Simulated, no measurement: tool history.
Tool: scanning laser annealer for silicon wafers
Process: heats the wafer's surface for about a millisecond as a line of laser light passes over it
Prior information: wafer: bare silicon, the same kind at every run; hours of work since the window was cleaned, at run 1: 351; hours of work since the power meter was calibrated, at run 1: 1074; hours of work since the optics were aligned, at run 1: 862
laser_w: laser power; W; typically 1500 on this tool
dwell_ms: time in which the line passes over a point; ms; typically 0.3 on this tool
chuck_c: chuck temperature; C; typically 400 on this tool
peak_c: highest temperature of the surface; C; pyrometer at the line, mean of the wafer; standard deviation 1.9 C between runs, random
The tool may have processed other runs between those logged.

run,hour,laser_w,dwell_ms,chuck_c,hours of work since the window was cleaned,hours of work since the power meter was calibrated,hours of work since the optics were aligned,peak_c
1,0,1500,0.3,400,351,1074,862,1183
2,25.8,1500,0.3,400,363,1086,873,1178
3,84.8,1500,0.3,400,389,1112,899,1176
4,131.5,1500,0.263,400,409,1132,920,1121
5,164,1500,0.263,400,424,1146,934,1122
6,218.5,1594,0.3,400,448,1170,958,1233
7,263.3,1286,0.214,362,467,1190,978,893
8,308.4,1309,0.23,362,487,1210,998,927
9,362.3,1418,0.246,425,511,1234,1022,1069
# hour 383.7: window over the wafer cleaned
10,398.6,1576,0.307,400,7,1249,1037,1270

Here are 4 independent what-if runs from the current tool condition. What would each one return?
A,431.7,1550,0.27,410,21,1264,1051,?
B,431.7,1277,0.307,400,21,1264,1051,?
C,431.7,1589,0.3,400,21,1264,1051,?
D,431.7,1421,0.357,381,21,1264,1051,?

run,peak_c
A,1208
B,1069
C,1269
D,1211
Stripped of hidden state, with their random variation kept, the same runs would have yielded:
run,peak_c
A,1221
B,1080
C,1282
D,1224
